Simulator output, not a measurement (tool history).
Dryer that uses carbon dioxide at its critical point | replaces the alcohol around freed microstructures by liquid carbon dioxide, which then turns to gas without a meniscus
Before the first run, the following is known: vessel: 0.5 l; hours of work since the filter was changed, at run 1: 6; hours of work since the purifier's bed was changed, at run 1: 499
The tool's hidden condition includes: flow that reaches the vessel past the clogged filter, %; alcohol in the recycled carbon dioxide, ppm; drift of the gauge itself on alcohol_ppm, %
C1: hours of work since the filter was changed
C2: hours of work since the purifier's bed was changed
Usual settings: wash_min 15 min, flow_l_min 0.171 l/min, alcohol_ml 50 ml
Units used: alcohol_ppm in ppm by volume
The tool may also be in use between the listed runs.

Run 1, day 0.000: usual settings; C1 6; C2 499. Result: alcohol_ppm 1472 ppm by volume.
Run 2, day 0.683: usual settings; C1 14; C2 507. Result: alcohol_ppm 1473 ppm by volume.
Run 3, day 1.888: usual settings; C1 28; C2 522. Result: alcohol_ppm 1480 ppm by volume.
Run 4, day 2.812: usual settings; C1 39; C2 533. Result: alcohol_ppm 1507 ppm by volume.
Run 5, day 3.612: usual settings but alcohol_ml 94 ml; C1 49; C2 542. Result: alcohol_ppm 2934 ppm by volume.
Run 6, day 4.950: usual settings but alcohol_ml 94 ml; C1 65; C2 558. Result: alcohol_ppm 2929 ppm by volume.
Run 7, day 5.604: usual settings but alcohol_ml 94 ml; C1 73; C2 566. Result: alcohol_ppm 2859 ppm by volume.
Run 8, day 7.188: usual settings; C1 92; C2 585. Result: alcohol_ppm 1623 ppm by volume.
Run 9, day 8.683: usual settings but alcohol_ml 31 ml; C1 110; C2 603. Result: alcohol_ppm 1072 ppm by volume.
Run 10, day 10.221: usual settings but flow_l_min 0.255 l/min, alcohol_ml 31 ml; C1 128; C2 622. Result: alcohol_ppm 165 ppm by volume.
Run 11, day 10.925: usual settings but flow_l_min 0.255 l/min, alcohol_ml 31 ml; C1 137; C2 630. Result: alcohol_ppm 160 ppm by volume.
Run 12, day 11.933: usual settings but wash_min 10 min, flow_l_min 0.221 l/min, alcohol_ml 24 ml; C1 149; C2 642. Result: alcohol_ppm 1433 ppm by volume.
Run 13, day 12.604: usual settings but wash_min 19 min; C1 157; C2 650. Result: alcohol_ppm 622 ppm by volume.
Run 14, day 13.900: usual settings but flow_l_min 0.256 l/min, alcohol_ml 58 ml; C1 172; C2 666. Result: alcohol_ppm 289 ppm by volume.

Run 15 has not been measured yet. What should we expect?
Run 15, day 14.554: usual settings but wash_min 14 min, flow_l_min 0.166 l/min, alcohol_ml 79 ml; C1 180; C2 674. Result: alcohol_ppm ?.

For run 15 the tool returned alcohol_ppm 4105 ppm by volume.
Had the tool carried no hidden state, the very same run would have given alcohol_ppm 3308 ppm by volume.
